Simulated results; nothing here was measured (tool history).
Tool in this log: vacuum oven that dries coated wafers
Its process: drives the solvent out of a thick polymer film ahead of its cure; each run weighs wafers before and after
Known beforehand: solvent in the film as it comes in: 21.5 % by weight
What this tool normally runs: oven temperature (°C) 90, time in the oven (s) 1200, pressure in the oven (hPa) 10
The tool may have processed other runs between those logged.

run 1 hour=0 | oven_temperature_(°C)=90 time_in_the_oven_(s)=1200 pressure_in_the_oven_(hPa)=10 | solvent_left_in_the_film_(%)=0.98
run 2 hour=31.1 | oven_temperature_(°C)=90 time_in_the_oven_(s)=1200 pressure_in_the_oven_(hPa)=10 | solvent_left_in_the_film_(%)=0.97
run 3 hour=69 | oven_temperature_(°C)=90 time_in_the_oven_(s)=1200 pressure_in_the_oven_(hPa)=11.6 | solvent_left_in_the_film_(%)=1.06
run 4 hour=105.1 | oven_temperature_(°C)=90 time_in_the_oven_(s)=1200 pressure_in_the_oven_(hPa)=11.6 | solvent_left_in_the_film_(%)=1.04
run 5 hour=154.1 | oven_temperature_(°C)=90 time_in_the_oven_(s)=1200 pressure_in_the_oven_(hPa)=18.4 | solvent_left_in_the_film_(%)=1.35
run 6 hour=196.9 | oven_temperature_(°C)=90 time_in_the_oven_(s)=1200 pressure_in_the_oven_(hPa)=18.4 | solvent_left_in_the_film_(%)=1.35
run 7 hour=251.9 | oven_temperature_(°C)=90 time_in_the_oven_(s)=1200 pressure_in_the_oven_(hPa)=18.4 | solvent_left_in_the_film_(%)=1.36
run 8 hour=292.6 | oven_temperature_(°C)=90 time_in_the_oven_(s)=2100 pressure_in_the_oven_(hPa)=10 | solvent_left_in_the_film_(%)=0.56
run 9 hour=361.9 | oven_temperature_(°C)=87 time_in_the_oven_(s)=1200 pressure_in_the_oven_(hPa)=10 | solvent_left_in_the_film_(%)=1.24
run 10 hour=410.3 | oven_temperature_(°C)=87 time_in_the_oven_(s)=1200 pressure_in_the_oven_(hPa)=10 | solvent_left_in_the_film_(%)=1.25
run 11 hour=463 | oven_temperature_(°C)=90 time_in_the_oven_(s)=1200 pressure_in_the_oven_(hPa)=10 | solvent_left_in_the_film_(%)=0.95
run 12 hour=529.2 | oven_temperature_(°C)=90 time_in_the_oven_(s)=1200 pressure_in_the_oven_(hPa)=10 | solvent_left_in_the_film_(%)=0.96
-- hour=603.2 oven's thermocouples calibrated
run 13 hour=603.2 | oven_temperature_(°C)=102 time_in_the_oven_(s)=1200 pressure_in_the_oven_(hPa)=10 | solvent_left_in_the_film_(%)=0.47
run 14 hour=665.2 | oven_temperature_(°C)=102 time_in_the_oven_(s)=1200 pressure_in_the_oven_(hPa)=10 | solvent_left_in_the_film_(%)=0.45
run 15 hour=739.8 | oven_temperature_(°C)=98 time_in_the_oven_(s)=1200 pressure_in_the_oven_(hPa)=6.1 | solvent_left_in_the_film_(%)=0.48
run 16 hour=812.6 | oven_temperature_(°C)=90 time_in_the_oven_(s)=840 pressure_in_the_oven_(hPa)=9.5 | solvent_left_in_the_film_(%)=2.16
run 17 hour=874.8 | oven_temperature_(°C)=90 time_in_the_oven_(s)=720 pressure_in_the_oven_(hPa)=24.8 | solvent_left_in_the_film_(%)=3.46
run 18 hour=943.1 | oven_temperature_(°C)=90 time_in_the_oven_(s)=720 pressure_in_the_oven_(hPa)=24.8 | solvent_left_in_the_film_(%)=3.47
run 19 hour=1008.2 | oven_temperature_(°C)=85 time_in_the_oven_(s)=1680 pressure_in_the_oven_(hPa)=15.6 | solvent_left_in_the_film_(%)=1.41
run 20 hour=1039.9 | oven_temperature_(°C)=79 time_in_the_oven_(s)=1680 pressure_in_the_oven_(hPa)=20.8 | solvent_left_in_the_film_(%)=2.52
run 21 hour=1075.7 | oven_temperature_(°C)=81 time_in_the_oven_(s)=1200 pressure_in_the_oven_(hPa)=10 | solvent_left_in_the_film_(%)=2.44
run 22 hour=1123.6 | oven_temperature_(°C)=101 time_in_the_oven_(s)=1560 pressure_in_the_oven_(hPa)=7 | solvent_left_in_the_film_(%)=0.31
run 23 hour=1161.8 | oven_temperature_(°C)=100 time_in_the_oven_(s)=2100 pressure_in_the_oven_(hPa)=17.7 | solvent_left_in_the_film_(%)=0.68
run 24 hour=1218.4 | oven_temperature_(°C)=100 time_in_the_oven_(s)=2100 pressure_in_the_oven_(hPa)=17.7 | solvent_left_in_the_film_(%)=0.69
run 25 hour=1250.4 | oven_temperature_(°C)=100 time_in_the_oven_(s)=660 pressure_in_the_oven_(hPa)=16.6 | solvent_left_in_the_film_(%)=1.7
run 26 hour=1312.9 | oven_temperature_(°C)=100 time_in_the_oven_(s)=660 pressure_in_the_oven_(hPa)=16.6 | solvent_left_in_the_film_(%)=1.69
run 27 hour=1346.5 | oven_temperature_(°C)=100 time_in_the_oven_(s)=660 pressure_in_the_oven_(hPa)=16.6 | solvent_left_in_the_film_(%)=1.7

3 ways to go on from here, each from the tool as it stands after run 27. What would each give?
run A hour=1378.1 | oven_temperature_(°C)=90 time_in_the_oven_(s)=1200 pressure_in_the_oven_(hPa)=27.5 | solvent_left_in_the_film_(%)=?
run B hour=1378.1 | oven_temperature_(°C)=100 time_in_the_oven_(s)=660 pressure_in_the_oven_(hPa)=24 | solvent_left_in_the_film_(%)=?
run C hour=1378.1 | oven_temperature_(°C)=79 time_in_the_oven_(s)=1980 pressure_in_the_oven_(hPa)=16.1 | solvent_left_in_the_film_(%)=?

run=A solvent_left_in_the_film_(%)=2
run=B solvent_left_in_the_film_(%)=1.91
run=C solvent_left_in_the_film_(%)=1.82
The same runs, with their run-to-run variation unchanged, on a tool lacking any hidden condition would have given:
run=A solvent_left_in_the_film_(%)=1.87
run=B solvent_left_in_the_film_(%)=1.83
run=C solvent_left_in_the_film_(%)=1.64

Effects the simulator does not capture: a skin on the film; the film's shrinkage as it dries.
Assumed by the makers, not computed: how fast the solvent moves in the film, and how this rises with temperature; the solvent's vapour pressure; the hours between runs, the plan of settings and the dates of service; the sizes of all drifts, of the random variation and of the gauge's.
